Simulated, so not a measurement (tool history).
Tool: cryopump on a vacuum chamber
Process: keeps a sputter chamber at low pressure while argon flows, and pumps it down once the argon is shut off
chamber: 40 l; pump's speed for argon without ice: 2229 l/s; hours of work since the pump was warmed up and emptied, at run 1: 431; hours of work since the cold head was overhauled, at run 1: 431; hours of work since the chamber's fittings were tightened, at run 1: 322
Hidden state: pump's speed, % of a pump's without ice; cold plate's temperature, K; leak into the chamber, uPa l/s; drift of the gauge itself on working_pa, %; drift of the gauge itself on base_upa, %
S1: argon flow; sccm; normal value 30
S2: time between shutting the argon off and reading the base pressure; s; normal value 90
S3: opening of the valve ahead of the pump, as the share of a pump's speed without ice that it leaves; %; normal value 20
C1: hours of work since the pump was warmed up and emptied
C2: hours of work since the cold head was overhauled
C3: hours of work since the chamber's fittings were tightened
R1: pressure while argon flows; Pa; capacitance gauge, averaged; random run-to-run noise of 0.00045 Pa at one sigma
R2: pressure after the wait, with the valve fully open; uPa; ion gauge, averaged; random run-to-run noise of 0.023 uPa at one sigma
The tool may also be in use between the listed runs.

Run 1, hour 0.0: usual settings; C1 431; C2 431; C3 322. Result: R1 0.1160 Pa, R2 0.84 uPa.
Run 2, hour 21.9: usual settings; C1 448; C2 448; C3 339. Result: R1 0.1165 Pa, R2 0.84 uPa.
Run 3, hour 33.5: usual settings; C1 458; C2 458; C3 349. Result: R1 0.1168 Pa, R2 0.88 uPa.
Run 4, hour 57.3: usual settings but S1 31 sccm; C1 477; C2 477; C3 368. Result: R1 0.1206 Pa, R2 0.88 uPa.
Run 5, hour 76.2: usual settings but S1 24 sccm; C1 492; C2 492; C3 383. Result: R1 0.0935 Pa, R2 0.90 uPa.
Run 6, hour 88.5: usual settings but S1 24 sccm; C1 502; C2 502; C3 393. Result: R1 0.0934 Pa, R2 0.85 uPa.
Run 7, hour 104.1: usual settings but S1 37 sccm; C1 514; C2 514; C3 405. Result: R1 0.1439 Pa, R2 0.90 uPa.
Run 8, hour 126.5: usual settings but S1 41 sccm; C1 532; C2 532; C3 423. Result: R1 0.1598 Pa, R2 0.87 uPa.
Run 9, hour 140.4: usual settings but S1 20 sccm; C1 543; C2 543; C3 434. Result: R1 0.0784 Pa, R2 0.89 uPa.
Run 10, hour 164.6: usual settings but S1 36 sccm; C1 563; C2 563; C3 454. Result: R1 0.1400 Pa, R2 0.90 uPa.
Run 11, hour 175.7: usual settings but S1 29 sccm; C1 572; C2 572; C3 463. Result: R1 0.1133 Pa, R2 0.87 uPa.
Run 12, hour 198.7: usual settings but S1 29 sccm; C1 590; C2 590; C3 481. Result: R1 0.1137 Pa, R2 0.92 uPa.
Run 13, hour 210.4: usual settings but S2 37 s; C1 600; C2 600; C3 491. Result: R1 0.1169 Pa, R2 1.74 uPa.
Run 14, hour 221.1: usual settings but S2 37 s; C1 608; C2 608; C3 499. Result: R1 0.1181 Pa, R2 1.65 uPa.
Run 15, hour 240.0: usual settings but S2 37 s; C1 623; C2 623; C3 514. Result: R1 0.1166 Pa, R2 1.76 uPa.
Run 16, hour 260.7: usual settings but S2 37 s, S3 46 %; C1 640; C2 640; C3 531. Result: R1 0.0532 Pa, R2 1.69 uPa.
Run 17, hour 277.1: usual settings but S2 37 s, S3 46 %; C1 653; C2 653; C3 544. Result: R1 0.0534 Pa, R2 1.70 uPa.
Run 18, hour 302.4: usual settings but S2 37 s, S3 46 %; C1 673; C2 673; C3 564. Result: R1 0.0537 Pa, R2 1.78 uPa.
Run 19, hour 328.1: usual settings but S2 37 s, S3 46 %; C1 694; C2 694; C3 585. Result: R1 0.0537 Pa, R2 1.77 uPa.
Run 20, hour 348.3: usual settings but S1 16 sccm, S2 262 s, S3 16 %; C1 710; C2 710; C3 601. Result: R1 0.0775 Pa, R2 0.63 uPa.
Run 21, hour 360.0: usual settings but S1 14 sccm, S2 35 s, S3 31 %; C1 720; C2 720; C3 611. Result: R1 0.0362 Pa, R2 1.86 uPa.
Run 22, hour 377.2: usual settings but S1 14 sccm, S2 136 s, S3 31 %; C1 733; C2 733; C3 624. Result: R1 0.0363 Pa, R2 0.82 uPa.
Run 23, hour 395.6: usual settings but S1 14 sccm, S2 136 s, S3 31 %; C1 748; C2 748; C3 639. Result: R1 0.0368 Pa, R2 0.80 uPa.
Run 24, hour 415.4: usual settings but S1 14 sccm, S2 136 s, S3 31 %; C1 764; C2 764; C3 655. Result: R1 0.0364 Pa, R2 0.83 uPa.

A few steps of R1 between consecutive runs. Split each: what settings, incoming material and random variation would produce without the hidden state, and what is left over for the hidden state, along with gauge scatter present in only one of the two compared results (measured, and without hidden state):
Run 8 -> 9: S1 41 -> 20. R1 -0.0814 Pa: hidden state -0.0021, all else -0.0793.
Run 15 -> 16: S3 20 -> 46. R1 -0.0634 Pa: hidden state +0.0001, all else -0.0635.
Run 19 -> 20: S1 30 -> 16, S2 37 -> 262, S3 46 -> 16. R1 +0.0238 Pa: hidden state -0.0020, all else +0.0258.

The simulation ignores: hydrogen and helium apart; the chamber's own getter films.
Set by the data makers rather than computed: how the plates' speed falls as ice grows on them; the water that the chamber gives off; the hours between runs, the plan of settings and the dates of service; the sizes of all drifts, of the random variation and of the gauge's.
